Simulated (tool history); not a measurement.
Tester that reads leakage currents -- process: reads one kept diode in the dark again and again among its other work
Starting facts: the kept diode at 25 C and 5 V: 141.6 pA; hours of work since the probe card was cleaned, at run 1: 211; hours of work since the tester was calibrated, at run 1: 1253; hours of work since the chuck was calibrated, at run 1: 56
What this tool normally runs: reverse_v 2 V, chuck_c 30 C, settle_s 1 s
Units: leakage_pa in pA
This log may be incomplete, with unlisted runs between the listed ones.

run,day,reverse_v,chuck_c,settle_s,hours of work since the probe card was cleaned,hours of work since the tester was calibrated,hours of work since the chuck was calibrated,leakage_pa
1,0,2,30,1,211,1253,56,124.53
2,5.267,2,30,1,307,1349,152,123.82
3,9.879,2,30,1,391,1433,236,124.61
4,15.917,2,30,9.15,501,1543,346,123.36
5,22.529,2.62,30,1,622,1664,466,144.72
6,31.488,2.62,30,1,785,1827,630,144.11
7,39.142,2.62,30,1,925,1967,769,143.59
8,46.517,2.62,30,1,1059,2101,904,143.18
9,51.408,10.88,36,0.45,1148,2190,993,504.43
10,61.629,1.67,36,0.45,1335,2377,1179,171.67
11,70.446,1.67,36,0.45,1496,2537,1340,170.55
# day 75.167: chuck's temperature calibrated
12,79.712,1.67,36,0.45,1663,2705,83,176.6
13,84.458,1.67,36,0.45,1749,2791,169,176.26

5 ways to go on from here, each from the tool as it stands after run 13. What would each give?
# day 86.854: probe card cleaned and baked
A,92.475,2,30,0.49,102,2935,313,?
# day 86.854: probe card cleaned and baked
B,92.475,2.59,36,0.45,102,2935,313,?
# day 86.854: probe card cleaned and baked
C,92.475,4.4,36,0.45,102,2935,313,?
# day 86.854: probe card cleaned and baked
D,92.475,11.65,24,3.21,102,2935,313,?
# day 86.854: probe card cleaned and baked
E,92.475,1.28,49,1.56,102,2935,313,?

run,leakage_pa
A,124.92
B,225.11
C,304.85
D,214.14
E,370.47
With the hidden condition removed and each run's random variation left untouched, the same runs would have given:
run,leakage_pa
A,124.38
B,224.07
C,303.41
D,213.11
E,368.55
